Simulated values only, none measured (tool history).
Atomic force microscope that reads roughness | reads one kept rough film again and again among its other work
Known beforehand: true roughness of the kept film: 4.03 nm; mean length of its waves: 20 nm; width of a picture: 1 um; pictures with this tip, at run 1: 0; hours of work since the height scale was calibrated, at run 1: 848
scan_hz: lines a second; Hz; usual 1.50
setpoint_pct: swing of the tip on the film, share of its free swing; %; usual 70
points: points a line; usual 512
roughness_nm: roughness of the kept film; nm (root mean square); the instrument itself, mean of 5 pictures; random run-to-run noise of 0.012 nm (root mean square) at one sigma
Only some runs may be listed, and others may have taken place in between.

run	hour	scan_hz	setpoint_pct	points	pictures with this tip	hours of work since the height scale was calibrated	roughness_nm
1	0.0	1.50	70	512	0	848	2.799
2	54.5	1.50	70	512	78	872	2.455
3	98.2	1.50	70	512	141	892	2.195
4	158.3	1.50	70	512	227	919	1.918
5	197.1	1.50	70	512	283	936	1.784
# hour 241.7: new tip fitted
6	250.4	1.50	70	512	12	960	2.733
7	300.0	1.50	70	512	83	982	2.400
8	353.4	0.75	70	512	160	1006	2.211
9	388.1	1.50	70	512	210	1022	1.980
10	426.0	1.50	70	512	264	1039	1.827
11	466.4	1.50	70	512	322	1057	1.718
# hour 485.2: new tip fitted
12	500.5	2.69	70	367	22	1072	2.458
13	543.8	2.06	80	744	84	1092	2.135
# hour 547.6: height scale calibrated on a step standard
14	577.6	2.06	80	684	131	13	1.972
15	634.4	3.63	80	416	213	39	1.523
16	674.6	3.12	70	512	270	57	1.680
# hour 729.2: new tip fitted
17	734.5	2.05	70	512	7	84	2.618
18	759.5	1.50	70	739	43	95	2.520
# hour 811.0: height scale calibrated on a step standard, once more
19	811.0	1.50	70	739	116	0	2.293

Each row is a separate what-if for the run after 19, all from the same tool condition, not one after another. Results?
A	852.7	2.25	57	512	176	19	?
B	852.7	2.32	78	680	176	19	?
C	852.7	1.50	74	512	176	19	?
D	852.7	1.50	71	988	176	19	?

run	roughness_nm
A	2.170
B	1.895
C	2.073
D	2.127
Take away the tool's hidden state, keep each run's random variation, and the runs would have read:
run	roughness_nm
A	2.920
B	2.549
C	2.787
D	2.862

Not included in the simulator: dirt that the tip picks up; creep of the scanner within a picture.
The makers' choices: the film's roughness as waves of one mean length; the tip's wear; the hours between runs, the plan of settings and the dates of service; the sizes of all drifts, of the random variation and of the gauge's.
